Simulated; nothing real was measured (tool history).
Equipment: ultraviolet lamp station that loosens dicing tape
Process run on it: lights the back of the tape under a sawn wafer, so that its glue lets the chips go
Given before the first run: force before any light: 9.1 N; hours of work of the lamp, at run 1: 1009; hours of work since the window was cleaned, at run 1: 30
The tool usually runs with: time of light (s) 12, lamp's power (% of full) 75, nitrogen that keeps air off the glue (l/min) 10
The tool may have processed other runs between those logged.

run,hour,time of light (s),lamp's power (% of full),nitrogen that keeps air off the glue (l/min),hours of work of the lamp,hours of work since the window was cleaned,force that peels the tape off (N),light that reached the tape (mJ/cm²)
1,0,12,75,10,1009,30,1.035,173
2,34.4,12,75,10,1036,56,1.032,173
3,63.4,12,75,10,1058,79,1.025,166
4,103.8,12,75,10,1089,110,1.107,167
5,138.9,12,66,10,1116,137,1.445,145
6,160.9,12,66,10,1133,154,1.446,145
7,186.5,12,75,10,1153,174,1.196,163
8,219.4,12,70,10,1179,199,1.412,152
9,261.5,12,70,10,1211,232,1.456,149
10,292.9,12,70,10,1235,256,1.465,148
11,327.9,12,70,10,1262,283,1.416,144
12,366.3,18,70,3,1292,313,1.779,213
13,408.6,10,75,8,1325,346,2.082,125
14,450.5,10,75,8,1357,378,2.257,120
15,477.3,16,75,8,1378,399,1.009,196
16,513.5,8,85,8,1406,427,2.56,109
17,533.9,8,85,8,1422,442,2.546,111
18,580.3,8,85,8,1457,478,2.668,104
19,617.8,18,94,10,1486,507,0.436,263
# hour 662.9: window cleaned of glue's vapour
20,664.6,18,94,10,1522,1,0.297,305
21,706.7,18,94,10,1555,34,0.308,298
22,743.2,19,79,10,1583,62,0.422,265

What if the next run were any one of these 5? Each begins from the tool's condition after run 22:
A,782.5,12,75,9,1613,92,?,?
B,782.5,9,74,10,1613,92,?,?
C,782.5,9,75,10,1613,92,?,?
D,782.5,12,80,12,1613,92,?,?
E,782.5,12,79,8,1613,92,?,?

run,force that peels the tape off (N),light that reached the tape (mJ/cm²)
A,1.397,153
B,2.12,118
C,2.037,121
D,0.986,164
E,1.296,162
Stripped of hidden state, with their random variation kept, the same runs would have yielded:
run,force that peels the tape off (N),light that reached the tape (mJ/cm²)
A,0.754,210
B,1.279,160
C,1.22,164
D,0.498,224
E,0.699,221

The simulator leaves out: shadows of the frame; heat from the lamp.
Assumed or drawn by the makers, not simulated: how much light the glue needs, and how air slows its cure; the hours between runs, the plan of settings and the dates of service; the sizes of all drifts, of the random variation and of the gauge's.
